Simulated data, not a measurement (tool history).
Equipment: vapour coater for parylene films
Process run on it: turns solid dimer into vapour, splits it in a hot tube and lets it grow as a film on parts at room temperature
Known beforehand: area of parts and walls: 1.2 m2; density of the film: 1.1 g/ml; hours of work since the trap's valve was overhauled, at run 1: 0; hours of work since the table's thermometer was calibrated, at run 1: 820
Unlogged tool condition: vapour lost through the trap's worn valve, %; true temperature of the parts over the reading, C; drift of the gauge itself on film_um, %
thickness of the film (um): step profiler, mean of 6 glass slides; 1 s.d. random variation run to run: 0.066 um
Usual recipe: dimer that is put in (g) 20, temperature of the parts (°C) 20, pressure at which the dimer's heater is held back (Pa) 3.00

run    hour  dimer that is put in (g)  temperature of the parts (°C)  pressure at which the dimer's heater is held back (Pa)  hours of work since the trap's valve was overhauled  hours of work since the table's thermometer was calibrated  thickness of the film (um)
  1     0.0                        20                             20                                                    3.00                                                    0                                                         820                        7.70
  2    18.9                        20                             20                                                    4.88                                                   10                                                         830                        7.06
  3    45.7                        20                             20                                                    3.00                                                   24                                                         844                        7.79
  4    82.1                        20                             20                                                    3.00                                                   42                                                         863                        7.67
  5   116.9                         8                             20                                                    3.00                                                   60                                                         881                        3.06
  6   154.4                        22                             20                                                    3.00                                                   80                                                         900                        8.43
  7   187.1                        22                             20                                                    3.00                                                   97                                                         917                        8.39
  8   218.6                        20                             20                                                    3.00                                                  113                                                         933                        7.63
  9   258.5                        20                             20                                                    3.00                                                  134                                                         954                        7.61
 10   277.9                        20                             20                                                    2.39                                                  144                                                         964                        7.89
 11   302.3                        20                             20                                                    2.39                                                  156                                                         976                        7.72
 12   339.3                        20                             20                                                    2.39                                                  175                                                         996                        7.79
 13   372.4                        20                             20                                                    2.39                                                  193                                                        1013                        7.80
 14   398.9                        20                             20                                                    2.39                                                  206                                                        1026                        7.77
 15   423.9                        20                             20                                                    2.39                                                  219                                                        1039                        7.68
 16   468.6                        20                             20                                                    2.39                                                  242                                                        1062                        7.69
 17   505.4                        20                             20                                                    8.81                                                  261                                                        1081                        5.87
 18   549.4                        20                             20                                                    8.81                                                  284                                                        1104                        5.84
 19   590.0                        20                             29                                                    2.88                                                  305                                                        1125                        5.31
 20   613.9                        20                             29                                                    2.88                                                  317                                                        1138                        5.37
 21   634.7                        14                             20                                                    3.00                                                  328                                                        1148                        5.06
 22   664.3                        24                             12                                                    3.00                                                  343                                                        1164                       11.61
 23   691.2                        24                             12                                                    3.00                                                  357                                                        1178                       11.40
 24   735.6                        20                             20                                                    3.12                                                  380                                                        1200                        7.05
 25   774.7                        20                             20                                                    7.29                                                  401                                                        1221                        5.90
 26   797.8                        20                             20                                                    7.29                                                  413                                                        1233                        5.88
 27   833.4                        26                             15                                                    8.58                                                  431                                                        1251                        8.87
 28   877.4                        20                             12                                                    4.24                                                  454                                                        1274                        8.53
 29   915.0                        15                             27                                                    5.47                                                  473                                                        1293                        3.58
 30   958.4                        24                             19                                                    5.47                                                  496                                                        1316                        7.58
 31   979.7                        20                             20                                                    2.78                                                  507                                                        1327                        7.07
     1026.4  -- trap's valve overhauled
 32  1028.0                        20                             27                                                    3.00                                                    1                                                        1350                        6.07
 33  1058.5                        20                             27                                                    3.00                                                   17                                                        1365                        6.00
 34  1094.7                        13                             23                                                    3.00                                                   35                                                        1384                        4.52
 35  1137.7                        13                             23                                                    3.00                                                   58                                                        1406                        4.41

Run by run, hidden condition taken away, random variation retained:
run  thickness of the film (um)
  1                        7.82
  2                        7.19
  3                        7.96
  4                        7.87
  5                        3.15
  6                        8.71
  7                        8.71
  8                        7.95
  9                        7.96
 10                        8.28
 11                        8.13
 12                        8.23
 13                        8.28
 14                        8.27
 15                        8.21
 16                        8.26
 17                        6.34
 18                        6.33
 19                        5.79
 20                        5.86
 21                        5.55
 22                       12.77
 23                       12.59
 24                        7.83
 25                        6.59
 26                        6.59
 27                        9.99
 28                        9.66
 29                        4.06
 30                        8.66
 31                        8.11
 32                        6.18
 33                        6.13
 34                        4.64
 35                        4.55
